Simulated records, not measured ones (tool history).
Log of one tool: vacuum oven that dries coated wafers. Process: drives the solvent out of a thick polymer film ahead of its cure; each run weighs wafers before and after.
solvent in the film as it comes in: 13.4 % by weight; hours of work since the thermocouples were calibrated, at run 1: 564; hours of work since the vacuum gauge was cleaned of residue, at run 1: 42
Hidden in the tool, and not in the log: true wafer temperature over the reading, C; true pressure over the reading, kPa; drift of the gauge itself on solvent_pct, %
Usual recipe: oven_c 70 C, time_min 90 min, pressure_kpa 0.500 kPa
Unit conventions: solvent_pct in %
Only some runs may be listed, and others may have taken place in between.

| run | day | oven_c | time_min | pressure_kpa | hours of work since the thermocouples were calibrated | hours of work since the vacuum gauge was cleaned of residue | solvent_pct |
|---|---|---|---|---|---|---|---|
| 1 | 0.000 | 70 | 90 | 0.500 | 564 | 42 | 0.701 |
| 2 | 0.642 | 70 | 90 | 0.317 | 572 | 49 | 0.611 |
| 3 | 1.183 | 70 | 90 | 0.500 | 578 | 56 | 0.692 |
| 4 | 1.758 | 70 | 61 | 0.500 | 585 | 62 | 1.478 |
| 5 | 2.208 | 70 | 61 | 0.500 | 590 | 68 | 1.486 |
| 6 | 3.008 | 70 | 61 | 0.500 | 599 | 77 | 1.486 |
| 7 | 3.775 | 70 | 61 | 0.500 | 608 | 86 | 1.467 |
| 8 | 4.621 | 70 | 90 | 0.500 | 618 | 96 | 0.705 |
| 9 | 5.346 | 70 | 90 | 0.500 | 627 | 104 | 0.687 |
| 10 | 6.050 | 70 | 90 | 0.500 | 635 | 113 | 0.690 |
| 11 | 6.942 | 74 | 90 | 0.500 | 646 | 123 | 0.345 |
| 12 | 7.829 | 74 | 90 | 0.500 | 656 | 134 | 0.343 |
| 13 | 8.342 | 74 | 90 | 0.500 | 662 | 140 | 0.343 |
| 14 | 9.067 | 70 | 142 | 0.500 | 670 | 148 | 0.316 |
| 15 | 9.946 | 70 | 142 | 0.500 | 681 | 158 | 0.316 |
| 16 | 10.646 | 70 | 142 | 0.500 | 689 | 167 | 0.328 |
| 17 | 11.242 | 70 | 90 | 0.500 | 696 | 174 | 0.681 |
| 18 | 11.708 | 70 | 90 | 0.500 | 701 | 179 | 0.676 |
| 19 | 12.554 | 70 | 90 | 0.500 | 711 | 189 | 0.685 |
| 20 | 12.958 | 70 | 90 | 0.500 | 716 | 194 | 0.674 |
| 21 | 13.558 | 70 | 90 | 0.500 | 723 | 201 | 0.677 |
| 22 | 14.021 | 70 | 90 | 0.500 | 728 | 206 | 0.672 |
| 23 | 14.525 | 70 | 90 | 0.500 | 734 | 212 | 0.685 |
| 24 | 15.112 | 60 | 79 | 1.866 | 741 | 219 | 4.281 |
| 25 | 15.975 | 73 | 46 | 1.866 | 751 | 229 | 2.026 |
| 26 | 16.533 | 67 | 82 | 1.866 | 758 | 235 | 2.041 |
| 27 | 17.017 | 67 | 82 | 1.866 | 763 | 241 | 2.027 |
| 28 | 17.496 | 67 | 82 | 1.866 | 769 | 247 | 2.016 |
| 29 | 17.925 | 57 | 91 | 0.915 | 774 | 252 | 4.256 |
| 30 | 18.758 | 70 | 144 | 0.500 | 784 | 262 | 0.327 |
|  | 18.921 | oven's thermocouples calibrated |
| 31 | 19.442 | 70 | 144 | 0.500 | 6 | 269 | 0.312 |
| 32 | 20.250 | 81 | 90 | 0.500 | 16 | 278 | 0.165 |
| 33 | 21.071 | 71 | 57 | 0.615 | 25 | 288 | 1.331 |
| 34 | 21.762 | 71 | 57 | 0.615 | 33 | 296 | 1.326 |
|  | 21.942 | oven's thermocouples calibrated, once more |
| 35 | 22.612 | 71 | 57 | 0.615 | 8 | 305 | 1.791 |
| 36 | 23.467 | 56 | 53 | 1.539 | 18 | 315 | 7.326 |
| 37 | 24.108 | 56 | 53 | 1.539 | 25 | 322 | 7.322 |
| 38 | 24.975 | 61 | 105 | 0.358 | 36 | 332 | 2.536 |
| 39 | 25.746 | 62 | 94 | 0.308 | 45 | 341 | 2.560 |
| 40 | 26.367 | 70 | 58 | 0.500 | 52 | 349 | 1.935 |
| 41 | 27.121 | 70 | 45 | 0.500 | 61 | 358 | 2.778 |
| 42 | 27.804 | 55 | 72 | 0.537 | 69 | 366 | 6.082 |
| 43 | 28.325 | 79 | 55 | 0.578 | 75 | 372 | 0.499 |

Alternative continuations, all from the tool just after run 43; predict every row:
| A | 28.900 | 70 | 75 | 1.775 | 81 | 378 | ? |
| B | 28.900 | 56 | 53 | 0.972 | 81 | 378 | ? |
| C | 28.900 | 62 | 57 | 0.578 | 81 | 378 | ? |

| run | solvent_pct |
|---|---|
| A | 1.836 |
| B | 7.025 |
| C | 4.568 |
The same runs, with their run-to-run variation unchanged, on a tool lacking any hidden condition would have given:
| run | solvent_pct |
|---|---|
| A | 1.906 |
| B | 7.139 |
| C | 4.707 |
